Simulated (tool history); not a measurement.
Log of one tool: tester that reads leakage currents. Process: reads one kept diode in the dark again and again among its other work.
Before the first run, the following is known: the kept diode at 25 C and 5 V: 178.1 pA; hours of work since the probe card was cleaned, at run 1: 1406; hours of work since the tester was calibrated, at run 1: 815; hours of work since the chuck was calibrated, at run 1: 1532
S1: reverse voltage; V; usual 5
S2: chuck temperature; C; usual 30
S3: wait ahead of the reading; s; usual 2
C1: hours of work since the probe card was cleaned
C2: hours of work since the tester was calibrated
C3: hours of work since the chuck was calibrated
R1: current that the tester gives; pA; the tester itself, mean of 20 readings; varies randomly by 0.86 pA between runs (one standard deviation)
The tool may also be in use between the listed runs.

| run | hour | S1 | S2 | S3 | C1 | C2 | C3 | R1 |
|---|---|---|---|---|---|---|---|---|
| 1 | 0 | 5 | 30 | 2 | 1406 | 815 | 1532 | 273.37 |
| 2 | 27.7 | 5 | 30 | 2 | 1423 | 831 | 1549 | 273.13 |
| 3 | 67.9 | 5 | 30 | 2 | 1447 | 855 | 1573 | 273.44 |
| 4 | 104.3 | 5 | 30 | 2 | 1469 | 877 | 1595 | 272.34 |
| 5 | 127.7 | 5 | 30 | 2 | 1483 | 891 | 1609 | 272.72 |
| 6 | 159.1 | 5 | 30 | 0.67 | 1502 | 910 | 1627 | 272.51 |
| 7 | 179.5 | 5 | 30 | 0.67 | 1514 | 922 | 1640 | 271.9 |
| 8 | 199.2 | 2.69 | 30 | 0.67 | 1526 | 934 | 1651 | 188.68 |
| 9 | 243.3 | 5 | 30 | 2 | 1552 | 960 | 1678 | 273.54 |
| 10 | 278.3 | 5 | 30 | 2 | 1573 | 981 | 1699 | 272.31 |
| 11 | 322.3 | 5 | 30 | 2 | 1599 | 1007 | 1725 | 272.53 |
|  | 349.4 | chuck's temperature calibrated |
| 12 | 365.1 | 5 | 33 | 2 | 1624 | 1032 | 9 | 381.35 |
| 13 | 403.4 | 5 | 33 | 2 | 1647 | 1055 | 32 | 382.68 |
| 14 | 434.5 | 11.72 | 30 | 0.55 | 1665 | 1073 | 51 | 491.02 |
| 15 | 465 | 11.72 | 30 | 0.55 | 1684 | 1092 | 69 | 491.2 |
| 16 | 501.6 | 11.72 | 30 | 0.55 | 1705 | 1114 | 91 | 493.66 |
| 17 | 541.9 | 11.72 | 30 | 0.55 | 1730 | 1138 | 115 | 490.55 |
| 18 | 580.2 | 11.72 | 30 | 0.55 | 1752 | 1161 | 138 | 489.47 |
| 19 | 601 | 5 | 28 | 2 | 1765 | 1173 | 151 | 244.49 |
| 20 | 646.2 | 1.84 | 45 | 0.53 | 1792 | 1200 | 178 | 586.93 |
| 21 | 666.6 | 12.96 | 22 | 0.53 | 1804 | 1212 | 190 | 258.91 |
| 22 | 686.5 | 4.14 | 22 | 2 | 1816 | 1224 | 202 | 126.79 |
| 23 | 715.4 | 5.99 | 31 | 0.5 | 1833 | 1241 | 219 | 356 |
| 24 | 743.6 | 5.99 | 31 | 0.5 | 1850 | 1258 | 236 | 354.94 |
|  | 775.7 | probe card cleaned and baked |
| 25 | 777.7 | 1.17 | 23 | 2 | 1 | 1277 | 255 | 61.85 |

Branching from run 25: 4 alternative next runs. What would each branch give?
| A | 800 | 13.56 | 49 | 2 | 15 | 1290 | 268 | ? |
| B | 800 | 1.15 | 25 | 0.41 | 15 | 1290 | 268 | ? |
| C | 800 | 6.58 | 40 | 7.34 | 15 | 1290 | 268 | ? |
| D | 800 | 13.75 | 32 | 2 | 15 | 1290 | 268 | ? |

| run | R1 |
|---|---|
| A | 2603.61 |
| B | 75.04 |
| C | 803.28 |
| D | 611.69 |
Without the tool's unlogged condition, the same runs would have read:
| run | R1 |
|---|---|
| A | 2636.15 |
| B | 76.02 |
| C | 813.51 |
| D | 619.52 |
